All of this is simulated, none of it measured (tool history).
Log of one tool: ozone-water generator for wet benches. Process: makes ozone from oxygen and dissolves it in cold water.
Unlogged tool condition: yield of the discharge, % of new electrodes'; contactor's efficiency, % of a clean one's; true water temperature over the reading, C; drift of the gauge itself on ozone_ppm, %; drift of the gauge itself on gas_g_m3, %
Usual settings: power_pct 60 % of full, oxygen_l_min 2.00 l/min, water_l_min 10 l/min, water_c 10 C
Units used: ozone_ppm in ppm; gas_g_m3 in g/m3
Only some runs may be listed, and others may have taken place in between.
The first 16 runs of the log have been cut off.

run,hour,power_pct,oxygen_l_min,water_l_min,water_c,hours of work since the electrodes were changed,hours of work since the contactor was cleaned,hours of work since the thermometer was calibrated,ozone_ppm,gas_g_m3
17,712.1,60,1.78,11,5,907,3055,4182,23.4,233.9
18,781.3,60,1.78,11,5,959,3106,4234,23.3,231.9
19,819.1,63,1.90,10,10,987,3135,4262,25.5,231.3
20,874.6,52,3.55,6,11,1029,3176,4304,31.4,139.6
21,906.7,52,3.55,6,11,1053,3201,4328,31.0,139.7
22,971.9,49,1.84,8,5,1102,3249,4377,27.4,200.3
23,1005.8,49,1.84,8,5,1127,3275,4402,27.2,196.6
# hour 1020.6: water thermometer calibrated
24,1074.4,49,1.84,8,5,1178,3326,40,27.4,197.2
25,1110.2,95,1.11,14,5,1205,3353,67,21.9,421.1
26,1163.7,95,1.11,7,11,1245,3393,107,43.0,420.4
27,1232.3,95,1.85,7,9,1296,3444,159,45.7,310.1
28,1274.0,95,1.85,7,9,1328,3476,190,46.0,305.4
29,1306.9,50,2.00,10,8,1352,3500,215,22.1,191.2
30,1348.5,50,2.00,10,8,1384,3531,246,22.3,191.7
31,1396.0,50,2.00,10,8,1419,3567,281,22.1,191.1
32,1449.2,44,1.35,10,10,1459,3607,321,18.9,218.5

Each row is a separate what-if for the run after 32, all from the same tool condition, not one after another. Results?
A,1483.7,67,1.16,10,16,1485,3633,347,?,?
B,1483.7,44,1.84,7,10,1485,3633,347,?,?
C,1483.7,43,2.00,10,7,1485,3633,347,?,?
D,1483.7,95,1.25,16,10,1485,3633,347,?,?
E,1483.7,60,2.00,12,10,1485,3633,347,?,?

run,ozone_ppm,gas_g_m3
A,23.5,318.7
B,26.7,183.7
C,20.1,172.0
D,18.8,389.2
E,20.4,215.7
With no hidden state in the tool, these same runs would have given:
run,ozone_ppm,gas_g_m3
A,24.8,330.1
B,27.8,188.3
C,21.0,176.2
D,20.2,406.6
E,21.6,222.7

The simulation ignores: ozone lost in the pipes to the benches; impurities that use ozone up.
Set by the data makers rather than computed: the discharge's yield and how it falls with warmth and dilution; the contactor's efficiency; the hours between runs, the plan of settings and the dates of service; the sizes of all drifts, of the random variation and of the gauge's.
